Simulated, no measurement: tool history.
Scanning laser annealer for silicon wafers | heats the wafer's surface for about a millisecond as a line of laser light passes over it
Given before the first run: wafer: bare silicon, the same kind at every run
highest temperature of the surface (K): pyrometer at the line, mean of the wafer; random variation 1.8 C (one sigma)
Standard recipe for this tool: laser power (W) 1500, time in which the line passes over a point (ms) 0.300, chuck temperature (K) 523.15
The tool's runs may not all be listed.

run,hour,laser power (W),time in which the line passes over a point (ms),chuck temperature (K),highest temperature of the surface (K)
1,0.0,1500,0.300,523.15,1247.15
2,24.9,1500,0.300,523.15,1249.15
3,54.2,1500,0.362,523.15,1307.15
# hour 78.2: optics aligned, line set to its width
4,83.3,1500,0.362,523.15,1306.15
5,115.8,1500,0.362,523.15,1307.15
6,139.3,1500,0.362,523.15,1310.15
7,173.2,1500,0.362,523.15,1307.15
8,210.2,1500,0.362,523.15,1310.15
9,239.2,1500,0.300,561.15,1287.15
10,277.8,1500,0.300,523.15,1248.15
11,301.1,1608,0.300,523.15,1316.15
12,340.2,1500,0.300,492.15,1214.15
13,375.0,1500,0.300,492.15,1214.15
14,406.7,1500,0.349,523.15,1294.15
15,435.6,1500,0.349,523.15,1299.15
16,472.4,1376,0.260,553.15,1162.15
# hour 497.3: window over the wafer cleaned
17,497.3,1376,0.260,553.15,1162.15
18,513.3,1376,0.229,530.15,1104.15
19,545.9,1376,0.229,530.15,1107.15
20,564.1,1351,0.218,528.15,1076.15
21,580.6,1351,0.218,528.15,1079.15
22,606.0,1500,0.234,562.15,1212.15
23,640.4,1500,0.226,529.15,1169.15
24,659.2,1500,0.226,529.15,1167.15
25,681.3,1500,0.330,529.15,1282.15
26,711.6,1500,0.330,529.15,1285.15
27,735.7,1644,0.330,512.15,1363.15
28,755.4,1500,0.284,492.15,1198.15

Forecast each of these 3 alternatives for the next run:
A,773.9,1500,0.300,522.15,?
B,773.9,1500,0.341,520.15,?
C,773.9,1565,0.272,537.15,?

run,highest temperature of the surface (K)
A,1247.15
B,1285.15
C,1273.15
With the hidden condition removed and each run's random variation left untouched, the same runs would have given:
run,highest temperature of the surface (K)
A,1247.15
B,1285.15
C,1273.15
